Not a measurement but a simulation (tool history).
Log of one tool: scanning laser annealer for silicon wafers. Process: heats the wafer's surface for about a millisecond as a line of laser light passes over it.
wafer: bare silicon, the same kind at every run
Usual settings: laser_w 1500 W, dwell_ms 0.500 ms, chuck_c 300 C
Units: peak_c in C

| run | hour | laser_w | dwell_ms | chuck_c | peak_c |
|---|---|---|---|---|---|
| 1 | 0.0 | 1500 | 0.500 | 300 | 1065 |
| 2 | 38.4 | 1500 | 0.500 | 300 | 1063 |
| 3 | 83.8 | 1500 | 0.500 | 300 | 1059 |
| 4 | 137.3 | 1500 | 0.459 | 300 | 1021 |
| 5 | 208.7 | 1500 | 0.459 | 300 | 1020 |
| 6 | 263.1 | 1500 | 0.459 | 300 | 1022 |
| 7 | 344.0 | 1500 | 0.459 | 300 | 1017 |
| 8 | 398.5 | 1500 | 0.350 | 300 | 915 |
|  | 405.7 | window over the wafer cleaned |
| 9 | 482.7 | 1429 | 0.350 | 300 | 905 |
|  | 520.1 | optics aligned, line set to its width |
| 10 | 539.8 | 1500 | 0.355 | 300 | 943 |
| 11 | 597.1 | 1500 | 0.355 | 300 | 943 |
| 12 | 684.4 | 1500 | 0.355 | 300 | 942 |
| 13 | 770.8 | 1500 | 0.355 | 300 | 934 |
|  | 779.6 | laser's power meter calibrated |
| 14 | 850.7 | 1500 | 0.355 | 300 | 940 |
| 15 | 902.9 | 1500 | 0.355 | 300 | 938 |
| 16 | 950.8 | 1321 | 0.500 | 300 | 984 |
| 17 | 1030.1 | 1621 | 0.500 | 300 | 1126 |
|  | 1058.6 | laser's power meter calibrated, once more |
| 18 | 1125.3 | 1621 | 0.500 | 300 | 1109 |
|  | 1141.0 | window over the wafer cleaned |
| 19 | 1198.6 | 1621 | 0.500 | 300 | 1129 |
| 20 | 1266.7 | 1500 | 0.500 | 334 | 1103 |
| 21 | 1356.8 | 1353 | 0.565 | 272 | 1017 |
| 22 | 1441.3 | 1353 | 0.368 | 290 | 876 |
| 23 | 1525.1 | 1329 | 0.364 | 289 | 859 |
| 24 | 1570.0 | 1329 | 0.364 | 289 | 857 |
| 25 | 1627.5 | 1630 | 0.356 | 325 | 1001 |
| 26 | 1684.5 | 1630 | 0.356 | 325 | 1002 |
| 27 | 1759.0 | 1630 | 0.356 | 325 | 999 |
| 28 | 1821.3 | 1594 | 0.589 | 286 | 1159 |

Forecast run 29:
|  | 1866.0 | window over the wafer cleaned |
| 29 | 1908.1 | 1360 | 0.578 | 338 | ? |

{"run 29": {"peak_c": 1104}}
Without the tool's hidden state the same run would have given peak_c 1107 C.
